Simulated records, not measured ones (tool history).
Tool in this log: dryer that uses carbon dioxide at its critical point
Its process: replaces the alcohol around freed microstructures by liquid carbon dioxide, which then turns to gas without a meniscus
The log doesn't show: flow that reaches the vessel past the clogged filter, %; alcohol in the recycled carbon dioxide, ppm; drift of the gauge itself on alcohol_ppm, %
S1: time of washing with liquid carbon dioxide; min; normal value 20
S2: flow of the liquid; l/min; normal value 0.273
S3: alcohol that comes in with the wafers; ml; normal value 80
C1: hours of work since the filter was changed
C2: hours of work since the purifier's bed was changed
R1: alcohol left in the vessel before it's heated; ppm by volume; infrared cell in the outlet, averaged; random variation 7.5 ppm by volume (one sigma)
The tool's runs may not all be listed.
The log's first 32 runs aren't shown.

run	hour	S1	S2	S3	C1	C2	R1
33	347.1	30	0.212	112	296	422	356
34	354.1	20	0.279	114	302	428	716
35	364.3	20	0.279	114	310	436	713
36	372.1	20	0.296	80	316	442	416
37	378.6	20	0.296	80	321	447	406
38	389.0	20	0.296	80	329	455	417
39	400.3	21	0.243	91	338	464	881
40	408.8	14	0.245	30	345	471	1305
41	417.8	25	0.395	27	352	478	92
42	431.4	20	0.452	26	363	489	98
43	441.1	16	0.209	57	370	496	2581
44	447.8	16	0.209	57	375	502	2678
45	459.8	19	0.209	53	385	511	1424
46	467.1	27	0.382	27	391	517	95

Alternative continuations, all from the tool just after run 46; predict every row:
A	481.5	23	0.382	41	402	528	?
B	481.5	32	0.382	24	402	528	?
C	481.5	16	0.186	82	402	528	?
D	481.5	12	0.269	89	402	528	?

run	R1
A	106
B	97
C	5513
D	4661
Without the tool's unlogged condition, the same runs would have read:
run	R1
A	7
B	3
C	4425
D	3676

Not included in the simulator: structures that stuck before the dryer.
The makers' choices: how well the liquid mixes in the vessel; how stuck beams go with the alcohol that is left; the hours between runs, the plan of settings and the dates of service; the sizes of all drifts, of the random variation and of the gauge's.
